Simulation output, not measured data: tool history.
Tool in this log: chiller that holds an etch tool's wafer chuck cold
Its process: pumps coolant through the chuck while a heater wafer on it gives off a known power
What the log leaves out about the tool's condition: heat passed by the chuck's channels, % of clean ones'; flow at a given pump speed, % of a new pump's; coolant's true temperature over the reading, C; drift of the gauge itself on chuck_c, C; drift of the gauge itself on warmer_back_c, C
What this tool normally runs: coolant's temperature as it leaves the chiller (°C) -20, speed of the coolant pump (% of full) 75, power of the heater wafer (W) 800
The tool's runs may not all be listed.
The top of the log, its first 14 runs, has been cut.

run	hour	coolant's temperature as it leaves the chiller (°C)	speed of the coolant pump (% of full)	power of the heater wafer (W)	hours since the coolant was changed and the channels were flushed	hours since the pump was overhauled	hours since the chiller's thermometer was calibrated	chuck's temperature once it has settled (°C)	how much warmer the coolant comes back (C)
15	570.7	-20	75	804	3357	823	3196	-14.16	3.7
16	618.3	-20	75	804	3405	871	3243	-14.13	3.68
17	644.6	-20	75	804	3431	897	3270	-14.06	3.7
18	684	-20	75	804	3471	937	3309	-14.12	3.68
19	735.3	-20	75	618	3522	988	3360	-15.46	2.81
20	757.5	-12	91	618	3544	1010	3383	-8.25	2.32
21	792.5	-22	88	618	3579	1045	3417	-18.12	2.4
22	835.7	-12	66	818	3622	1088	3461	-5.37	4.31
23	884.2	-20	90	800	3671	1137	3509	-15.02	3.05

What does the tool deliver on the next run?
24	938.6	-29	80	507	3725	1191	3564	?	?

Run 24 produced chuck's temperature once it has settled (°C) -25.58, how much warmer the coolant comes back (C) 2.19.
If the tool had no hidden condition, the same run with the same run-to-run variation would have returned chuck's temperature once it has settled (°C) -25.41, how much warmer the coolant comes back (C) 2.19.
